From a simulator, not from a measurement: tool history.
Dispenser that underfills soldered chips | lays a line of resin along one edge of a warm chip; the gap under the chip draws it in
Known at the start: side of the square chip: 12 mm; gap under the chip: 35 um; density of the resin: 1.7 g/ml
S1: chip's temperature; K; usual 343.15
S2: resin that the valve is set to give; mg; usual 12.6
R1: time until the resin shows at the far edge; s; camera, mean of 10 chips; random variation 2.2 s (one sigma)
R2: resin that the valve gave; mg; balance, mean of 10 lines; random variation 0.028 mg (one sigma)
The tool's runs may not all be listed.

run,day,S1,S2,R1,R2
1,0.000,343.15,12.6,244.6,12.26
# day 0.308: dispensing valve cleaned and set on the balance
# day 0.421: new syringe of resin
2,0.421,343.15,12.6,218.3,12.56
3,0.738,343.15,12.6,323.3,12.55
# day 0.925: new syringe of resin
4,0.979,343.15,12.6,226.3,12.48
5,1.254,343.15,12.6,319.3,12.41
# day 1.421: new syringe of resin
6,1.525,343.15,12.6,243.3,12.38
# day 1.908: new syringe of resin
7,1.912,343.15,12.8,216.2,12.59
8,2.133,343.15,15.9,280.5,15.59
9,2.342,343.15,15.9,370.3,15.50
# day 2.392: new syringe of resin
10,2.542,343.15,15.9,252.2,15.50
# day 2.867: new syringe of resin
11,2.925,347.15,12.6,189.6,12.28
12,3.129,347.15,12.6,252.2,12.22
# day 3.208: dispensing valve cleaned and set on the balance
# day 3.400: new syringe of resin
13,3.412,343.15,12.6,211.6,12.50
14,3.783,343.15,12.6,348.3,12.47
# day 3.892: new syringe of resin
15,4.154,330.15,12.6,570.0,12.41
# day 4.379: new syringe of resin
16,4.479,330.15,12.6,463.4,12.41
# day 4.862: new syringe of resin
17,4.862,343.15,12.6,208.3,12.39
18,5.221,343.15,13.0,340.4,12.72
# day 5.346: new syringe of resin
19,5.625,343.15,13.0,301.4,12.56
# day 5.842: new syringe of resin
20,5.967,348.15,13.8,196.8,13.38
# day 6.125: dispensing valve cleaned and set on the balance
21,6.304,340.15,14.6,419.7,14.60
# day 6.375: new syringe of resin
22,6.500,340.15,13.0,285.4,12.93
# day 6.867: new syringe of resin
23,6.867,341.15,16.2,227.2,16.06
24,7.092,347.15,16.3,231.6,16.10
# day 7.338: new syringe of resin
25,7.375,347.15,16.3,178.6,16.05
26,7.721,347.15,16.3,281.7,15.99
# day 7.829: new syringe of resin
27,8.121,349.15,15.6,233.0,15.22
# day 8.317: new syringe of resin
28,8.512,349.15,15.6,203.2,15.28
# day 8.800: new syringe of resin
29,8.800,349.15,15.6,157.3,15.17
# day 9.017: dispensing valve cleaned and set on the balance
30,9.196,334.15,14.6,502.2,14.60
# day 9.329: new syringe of resin
31,9.396,334.15,14.6,346.2,14.53
32,9.583,342.15,12.1,304.7,12.04
# day 9.804: new syringe of resin
33,9.817,335.15,11.2,328.1,11.10
34,10.088,339.15,12.4,378.6,12.31
# day 10.283: new syringe of resin
35,10.412,355.15,13.2,145.7,13.10

Some steps in R1 between neighbouring runs. How much of each would the tool show without its hidden state too (settings, what came in, random variation), and how much is left for the hidden state, with any gauge scatter that isn't in both results?
The hidden state here: resin's viscosity, % of fresh resin's; dose that the valve gives, % of what is set; true chip temperature over the reading, C; drift of the gauge itself on fill_s, %; drift of the gauge itself on given_mg, %.
Run 16 -> 17: S1 330.15 -> 343.15, new syringe of resin. R1 -255.1 s: hidden state -46.0, all else -209.1.
Run 20 -> 21: S1 348.15 -> 340.15, S2 13.8 -> 14.6, dispensing valve cleaned and set on the balance. R1 +222.9 s: hidden state +145.8, all else +77.1.
Run 29 -> 30: S1 349.15 -> 334.15, S2 15.6 -> 14.6, dispensing valve cleaned and set on the balance. R1 +344.9 s: hidden state +178.7, all else +166.2.
Run 30 -> 31: new syringe of resin. R1 -156.0 s: hidden state -164.0, all else +8.0.
Run 34 -> 35: S1 339.15 -> 355.15, S2 12.4 -> 13.2, new syringe of resin. R1 -232.9 s: hidden state -92.6, all else -140.3.
